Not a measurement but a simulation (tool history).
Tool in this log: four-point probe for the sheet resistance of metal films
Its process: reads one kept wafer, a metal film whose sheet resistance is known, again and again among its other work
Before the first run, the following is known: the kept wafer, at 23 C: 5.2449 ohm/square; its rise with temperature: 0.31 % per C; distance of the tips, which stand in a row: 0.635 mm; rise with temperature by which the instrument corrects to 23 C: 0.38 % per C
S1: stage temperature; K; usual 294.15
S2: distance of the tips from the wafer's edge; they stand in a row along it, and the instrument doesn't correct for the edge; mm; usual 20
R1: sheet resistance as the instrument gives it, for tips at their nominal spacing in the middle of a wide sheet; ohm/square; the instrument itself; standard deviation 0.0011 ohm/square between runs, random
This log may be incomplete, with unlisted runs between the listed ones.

run 1 hour=0.0 | S1=294.15 S2=20 | R1=5.290071
run 2 hour=78.2 | S1=294.15 S2=20 | R1=5.290984
run 3 hour=195.9 | S1=295.15 S2=20 | R1=5.288297
run 4 hour=284.2 | S1=295.15 S2=20 | R1=5.290660
run 5 hour=386.2 | S1=295.15 S2=20 | R1=5.289298
run 6 hour=508.7 | S1=295.15 S2=20 | R1=5.290182
run 7 hour=586.8 | S1=295.15 S2=20 | R1=5.290841
run 8 hour=680.7 | S1=295.15 S2=20 | R1=5.293015
run 9 hour=800.9 | S1=301.15 S2=4 | R1=5.340166
run 10 hour=869.8 | S1=301.15 S2=4 | R1=5.341310
run 11 hour=968.8 | S1=291.15 S2=24 | R1=5.313071
run 12 hour=1026.7 | S1=291.15 S2=24 | R1=5.312250
run 13 hour=1119.5 | S1=292.15 S2=8 | R1=5.326313
run 14 hour=1198.8 | S1=300.15 S2=3 | R1=5.398210
run 15 hour=1302.8 | S1=300.15 S2=3 | R1=5.399948

Consider 5 possible next runs. They are alternatives, not a sequence: every one starts from the tool as it was left by run 15. What does each give?
run A hour=1382.5 | S1=306.15 S2=12 | R1=?
run B hour=1382.5 | S1=306.15 S2=7 | R1=?
run C hour=1382.5 | S1=301.15 S2=14 | R1=?
run D hour=1382.5 | S1=293.15 S2=20 | R1=?
run E hour=1382.5 | S1=298.15 S2=3 | R1=?

run=A R1=5.264253
run=B R1=5.279771
run=C R1=5.280023
run=D R1=5.307845
run=E R1=5.411145
Take away the tool's hidden state, keep each run's random variation, and the runs would have read:
run=A R1=5.216184
run=B R1=5.231570
run=C R1=5.231719
run=D R1=5.259133
run=E R1=5.361661

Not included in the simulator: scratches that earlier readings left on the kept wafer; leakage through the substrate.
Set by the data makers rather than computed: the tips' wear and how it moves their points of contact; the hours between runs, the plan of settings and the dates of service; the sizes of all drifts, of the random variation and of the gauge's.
